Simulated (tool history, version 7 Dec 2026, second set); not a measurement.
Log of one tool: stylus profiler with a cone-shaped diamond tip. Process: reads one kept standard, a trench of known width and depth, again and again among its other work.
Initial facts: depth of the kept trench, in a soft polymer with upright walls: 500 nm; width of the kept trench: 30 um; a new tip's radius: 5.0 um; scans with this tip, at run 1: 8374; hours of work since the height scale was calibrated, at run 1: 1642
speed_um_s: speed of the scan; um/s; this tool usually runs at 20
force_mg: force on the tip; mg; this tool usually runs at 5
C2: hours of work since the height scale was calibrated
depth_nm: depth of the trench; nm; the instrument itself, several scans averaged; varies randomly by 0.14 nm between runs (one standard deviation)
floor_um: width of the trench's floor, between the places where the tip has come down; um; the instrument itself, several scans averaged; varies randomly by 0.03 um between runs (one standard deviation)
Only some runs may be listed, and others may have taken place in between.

{"run": 1, "day": 0.0, "speed_um_s": 20, "force_mg": 5, "scans with this tip": 8374, "C2": 1642, "depth_nm": 507.65, "floor_um": 25.58}
{"run": 2, "day": 2.538, "speed_um_s": 20, "force_mg": 5, "scans with this tip": 8547, "C2": 1675, "depth_nm": 507.72, "floor_um": 25.58}
{"run": 3, "day": 4.442, "speed_um_s": 20, "force_mg": 5, "scans with this tip": 8677, "C2": 1701, "depth_nm": 507.48, "floor_um": 25.58}
{"run": 4, "day": 6.462, "speed_um_s": 20, "force_mg": 5, "scans with this tip": 8814, "C2": 1728, "depth_nm": 507.45, "floor_um": 25.56}
{"run": 5, "day": 8.179, "speed_um_s": 20, "force_mg": 7.85, "scans with this tip": 8931, "C2": 1751, "depth_nm": 510.23, "floor_um": 25.58}
{"run": 6, "day": 9.821, "speed_um_s": 10, "force_mg": 7.85, "scans with this tip": 9043, "C2": 1773, "depth_nm": 510.42, "floor_um": 25.67}
{"run": 7, "day": 12.867, "speed_um_s": 10, "force_mg": 7.85, "scans with this tip": 9250, "C2": 1813, "depth_nm": 510.23, "floor_um": 25.59}
{"run": 8, "day": 15.712, "speed_um_s": 10, "force_mg": 7.85, "scans with this tip": 9444, "C2": 1851, "depth_nm": 510.49, "floor_um": 25.6}
{"run": 9, "day": 17.621, "speed_um_s": 10, "force_mg": 7.85, "scans with this tip": 9574, "C2": 1877, "depth_nm": 510.14, "floor_um": 25.61}
{"run": 10, "day": 19.879, "speed_um_s": 15, "force_mg": 3.35, "scans with this tip": 9727, "C2": 1907, "depth_nm": 505.51, "floor_um": 25.58}

Run 11 has not been measured yet. What should we expect?
{"run": 11, "day": 22.279, "speed_um_s": 9, "force_mg": 3.19, "scans with this tip": 9891, "C2": 1939, "depth_nm": "?", "floor_um": "?"}

{"run 11": {"depth_nm": 505.58, "floor_um": 25.6}}
Were there no unlogged condition in the tool, this run, its random variation unchanged, would have produced depth_nm 505.62 nm, floor_um 25.61 um.
